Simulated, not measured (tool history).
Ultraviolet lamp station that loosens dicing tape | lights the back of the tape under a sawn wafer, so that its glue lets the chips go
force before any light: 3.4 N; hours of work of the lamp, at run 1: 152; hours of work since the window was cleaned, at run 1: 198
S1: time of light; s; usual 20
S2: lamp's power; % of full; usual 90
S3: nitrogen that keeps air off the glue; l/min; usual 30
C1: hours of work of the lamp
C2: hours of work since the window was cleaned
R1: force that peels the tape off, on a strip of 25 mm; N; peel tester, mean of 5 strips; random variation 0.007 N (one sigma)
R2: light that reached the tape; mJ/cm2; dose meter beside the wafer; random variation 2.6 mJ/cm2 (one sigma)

run,hour,S1,S2,S3,C1,C2,R1,R2
1,0.0,20,90,30,152,198,0.300,297
# hour 22.2: window cleaned of glue's vapour
2,31.5,22,90,30,169,5,0.207,343
3,52.1,20,90,30,180,16,0.267,307
4,66.6,20,90,30,188,24,0.269,311
5,80.8,20,90,30,195,32,0.264,309
6,94.0,20,90,30,203,39,0.265,306
7,124.7,20,90,30,219,56,0.260,305
8,142.0,20,90,30,229,65,0.285,302
9,170.4,20,90,30,244,80,0.275,296
10,197.6,20,90,30,259,95,0.281,300
11,224.8,20,90,30,274,110,0.288,296
12,253.4,20,90,26,289,125,0.319,295
13,270.2,20,90,52,298,135,0.210,294
14,292.0,20,90,52,310,146,0.214,290
15,311.2,20,90,52,320,157,0.215,294
16,331.0,20,90,52,331,168,0.203,289
17,354.3,20,90,30,344,180,0.299,287
18,371.4,20,90,30,353,189,0.308,290
19,390.3,20,90,30,363,200,0.311,284
20,403.8,11,98,30,371,207,0.747,170
# hour 409.0: window cleaned of glue's vapour
21,435.5,11,98,30,388,14,0.689,180
22,459.8,20,90,38,401,28,0.254,297
23,484.1,13,70,11,414,41,1.403,151
24,512.9,28,65,29,430,56,0.298,298
25,542.4,28,74,54,446,72,0.157,330
26,562.5,20,90,30,457,83,0.307,284
27,593.6,20,89,40,473,100,0.255,284
28,616.8,20,89,40,486,113,0.269,278
29,639.8,20,89,40,498,125,0.253,279
30,653.0,38,80,30,506,132,0.124,476
31,666.2,38,80,30,513,140,0.124,477
32,687.3,38,66,25,524,151,0.194,393
33,717.8,20,69,30,541,168,0.541,213

3 ways to go on from here, each from the tool as it stands after run 33. What would each give?
A,745.0,38,90,30,556,182,?,?
B,745.0,20,88,30,556,182,?,?
C,745.0,20,93,30,556,182,?,?

run,R1,R2
A,0.112,522
B,0.354,271
C,0.331,281
Without the tool's hidden state the same runs would have given:
run,R1,R2
A,0.099,616
B,0.258,319
C,0.243,332
